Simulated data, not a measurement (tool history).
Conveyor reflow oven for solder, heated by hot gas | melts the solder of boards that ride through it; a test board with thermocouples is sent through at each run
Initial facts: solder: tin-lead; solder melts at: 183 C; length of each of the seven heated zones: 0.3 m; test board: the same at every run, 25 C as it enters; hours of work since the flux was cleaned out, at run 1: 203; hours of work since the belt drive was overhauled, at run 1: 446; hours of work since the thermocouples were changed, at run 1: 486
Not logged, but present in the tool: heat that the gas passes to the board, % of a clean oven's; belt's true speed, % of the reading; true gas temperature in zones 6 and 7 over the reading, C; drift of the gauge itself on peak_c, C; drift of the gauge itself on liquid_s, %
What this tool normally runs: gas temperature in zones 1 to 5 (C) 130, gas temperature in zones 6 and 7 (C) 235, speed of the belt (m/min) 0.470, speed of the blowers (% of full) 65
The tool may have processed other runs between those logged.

run,day,gas temperature in zones 1 to 5 (C),gas temperature in zones 6 and 7 (C),speed of the belt (m/min),speed of the blowers (% of full),hours of work since the flux was cleaned out,hours of work since the belt drive was overhauled,hours of work since the thermocouples were changed,highest temperature of the board (C),time above the solder's melting point (s)
1,0.000,130,235,0.470,65,203,446,486,213.7,50.6
2,1.054,130,235,0.522,65,220,463,503,208.9,40.7
3,1.879,130,235,0.522,65,234,476,516,208.8,41.7
4,3.017,130,235,0.444,65,252,494,535,215.3,56.4
5,3.750,130,235,0.444,65,264,506,546,215.4,56.3
6,4.567,130,235,0.444,65,277,519,559,215.4,55.8
7,5.308,130,235,0.444,65,289,531,571,215.5,56.7
8,5.996,130,235,0.444,65,300,542,582,215.2,56.6
9,6.792,130,235,0.444,65,312,555,595,215.3,56.4
# day 7.308: flux residue cleaned out of gas plates and filters
10,7.608,130,235,0.444,65,5,565,605,214.2,54.0
11,8.396,130,235,0.444,65,17,577,618,213.6,54.7
12,9.325,125,235,0.419,65,32,592,632,215.3,57.8
13,10.125,136,233,0.390,51,45,605,645,212.7,63.6
# day 10.721: flux residue cleaned out of gas plates and filters, once more
14,10.883,123,235,0.388,80,3,614,654,225.0,72.4
# day 11.525: thermocouples of zones 6 and 7 changed
15,11.933,123,241,0.388,80,18,629,6,228.7,75.8
16,12.971,141,236,0.419,80,35,646,23,223.6,72.9
17,13.942,137,227,0.523,76,50,661,39,207.9,42.8
18,14.429,137,249,0.523,54,58,669,47,215.1,49.0
19,15.204,137,249,0.523,54,71,682,59,215.0,48.5

Consider 5 possible next runs. They are alternatives, not a sequence: every one starts from the tool as it was left by run 19. What does each give?
A,15.842,137,228,0.523,54,81,692,69,?,?
B,15.842,137,233,0.502,68,81,692,69,?,?
C,15.842,130,235,0.470,65,81,692,69,?,?
D,15.842,130,226,0.384,79,81,692,69,?,?
E,15.842,132,249,0.523,54,81,692,69,?,?

run,highest temperature of the board (C),time above the solder's melting point (s)
A,199.7,31.4
B,211.3,48.6
C,212.9,50.2
D,215.6,67.5
E,214.1,45.4
Take away the tool's hidden state, keep each run's random variation, and the runs would have read:
run,highest temperature of the board (C),time above the solder's melting point (s)
A,199.8,31.1
B,211.5,48.2
C,213.2,49.7
D,215.8,66.9
E,214.2,44.9

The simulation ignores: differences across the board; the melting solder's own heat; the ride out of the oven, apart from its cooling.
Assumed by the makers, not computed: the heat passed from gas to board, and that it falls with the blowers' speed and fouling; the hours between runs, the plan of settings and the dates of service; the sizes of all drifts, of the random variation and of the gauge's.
